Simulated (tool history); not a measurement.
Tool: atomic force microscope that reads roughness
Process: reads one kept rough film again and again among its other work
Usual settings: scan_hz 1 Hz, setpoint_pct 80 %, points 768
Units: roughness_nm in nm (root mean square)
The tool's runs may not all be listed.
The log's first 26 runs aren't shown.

run,hour,scan_hz,setpoint_pct,points,roughness_nm
27,886.4,0.93,67,670,1.434
28,928.6,1.53,80,586,1.276
29,948.2,3.51,80,309,1.057
30,984,3.51,80,309,1.038
31,1017.8,3.73,80,594,1.031
32,1063.5,3.09,77,594,1.103
33,1094,3.09,77,594,1.074
34,1129.9,3.09,77,594,1.067
# hour 1138.3: new tip fitted
35,1151.7,2.27,77,594,1.393
36,1185.6,0.61,64,768,1.605
37,1214.1,1,61,354,1.552
38,1252.4,1.18,61,337,1.505
39,1273.3,0.63,74,484,1.497
40,1303.4,0.77,59,484,1.507
41,1330.8,2.23,80,768,1.242
42,1355.3,2.23,80,768,1.249
43,1390.9,2.23,89,569,1.094
44,1411.7,1,68,286,1.358
45,1446.8,3.91,88,403,0.911
46,1482.8,3.91,72,1000,1.156
47,1506,3.91,80,727,1.023
48,1543.9,3.84,68,683,1.165
49,1584.6,0.54,77,683,1.308
50,1618.7,3.29,62,768,1.212
51,1661.4,1.39,77,268,1.159

Forecast each of these 4 alternatives for the next run:
# hour 1670: new tip fitted
A,1706.3,1.04,58,509,?
# hour 1670: new tip fitted
B,1706.3,3.48,77,268,?
# hour 1670: new tip fitted
C,1706.3,1.39,77,357,?
# hour 1670: new tip fitted
D,1706.3,1.39,77,714,?

run,roughness_nm
A,1.594
B,1.248
C,1.465
D,1.483
Without the tool's hidden state the same runs would have given:
run,roughness_nm
A,1.631
B,1.277
C,1.499
D,1.517
